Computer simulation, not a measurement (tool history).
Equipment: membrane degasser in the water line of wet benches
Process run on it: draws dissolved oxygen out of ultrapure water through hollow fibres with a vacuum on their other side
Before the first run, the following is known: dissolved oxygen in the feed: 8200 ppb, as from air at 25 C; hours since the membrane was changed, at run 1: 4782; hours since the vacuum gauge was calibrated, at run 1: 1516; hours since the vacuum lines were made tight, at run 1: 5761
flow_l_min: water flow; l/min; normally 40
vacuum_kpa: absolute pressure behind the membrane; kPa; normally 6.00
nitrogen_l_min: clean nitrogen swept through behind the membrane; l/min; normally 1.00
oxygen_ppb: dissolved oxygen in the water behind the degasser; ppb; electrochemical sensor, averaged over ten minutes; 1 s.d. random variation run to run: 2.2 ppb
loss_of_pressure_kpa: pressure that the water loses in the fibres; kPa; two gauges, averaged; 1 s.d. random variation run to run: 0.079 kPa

run,hour,flow_l_min,vacuum_kpa,nitrogen_l_min,hours since the membrane was changed,hours since the vacuum gauge was calibrated,hours since the vacuum lines were made tight,oxygen_ppb,loss_of_pressure_kpa
1,0.0,40,6.00,1.00,4782,1516,5761,314.2,27.08
2,157.4,40,6.00,0.46,4939,1674,5918,475.4,27.04
3,275.0,40,6.00,0.46,5057,1791,6036,489.3,27.14
# hour 319.8: seals of the vacuum lines changed
4,408.2,24,6.00,1.00,5188,1922,88,191.2,16.19
5,591.4,24,6.00,1.00,5371,2106,272,188.1,16.14
6,787.0,40,6.00,1.00,5567,2301,467,320.5,27.02
7,977.1,40,6.00,1.00,5757,2491,657,320.6,27.18
8,1131.7,40,6.00,1.00,5911,2646,812,316.2,27.11
9,1220.8,40,4.97,1.00,6000,2735,901,241.0,27.17
10,1417.9,40,4.97,1.00,6197,2932,1098,246.4,27.28
11,1508.3,40,4.97,1.00,6288,3023,1189,245.1,27.24
12,1611.1,40,6.97,1.00,6391,3125,1291,393.7,27.10
13,1793.8,40,6.00,1.90,6573,3308,1474,230.2,27.21
14,1962.3,40,6.00,1.90,6742,3477,1643,231.6,27.22
15,2108.1,40,6.00,1.00,6888,3622,1788,320.3,27.13
16,2251.7,40,6.00,1.00,7031,3766,1932,329.7,27.27
17,2402.9,32,6.98,1.00,7182,3917,2083,325.6,21.88
18,2536.4,40,3.76,0.93,7316,4051,2217,160.6,27.23
19,2623.3,40,8.28,1.53,7403,4138,2304,382.0,27.21
20,2786.4,40,8.28,2.02,7566,4301,2467,321.0,27.31
21,2969.7,51,5.11,1.57,7749,4484,2650,272.4,34.84
22,3050.4,51,5.11,1.57,7830,4565,2731,273.3,34.65
23,3187.8,28,5.16,1.68,7967,4702,2868,139.4,19.04
24,3284.5,40,11.97,2.01,8064,4799,2965,471.4,27.44
25,3364.4,52,7.59,2.98,8144,4879,3045,315.9,35.45
26,3523.8,52,7.59,2.98,8303,5038,3204,318.9,35.59
27,3627.2,62,12.03,0.52,8407,5141,3307,1499.2,42.33
28,3821.8,62,12.03,0.52,8601,5336,3502,1500.1,42.57
29,3990.9,40,6.00,1.00,8771,5505,3671,330.9,27.52
30,4137.2,36,6.00,1.47,8917,5652,3817,241.2,24.75
31,4233.7,36,4.93,0.67,9013,5748,3914,277.1,24.79
32,4339.3,41,6.27,0.89,9119,5854,4020,388.9,28.10

Here are 4 independent what-if runs from the current tool condition. What would each one return?
A,4515.6,53,11.38,2.56,9295,6030,4196,?,?
B,4515.6,40,9.26,0.68,9295,6030,4196,?,?
C,4515.6,41,11.70,0.89,9295,6030,4196,?,?
D,4515.6,34,6.12,1.87,9295,6030,4196,?,?

run,oxygen_ppb,loss_of_pressure_kpa
A,511.2,36.43
B,728.5,27.45
C,816.5,28.18
D,207.0,23.30
What these runs would have given with no unlogged condition in the tool:
run,oxygen_ppb,loss_of_pressure_kpa
A,478.1,35.00
B,689.6,26.38
C,781.2,27.08
D,182.2,22.39
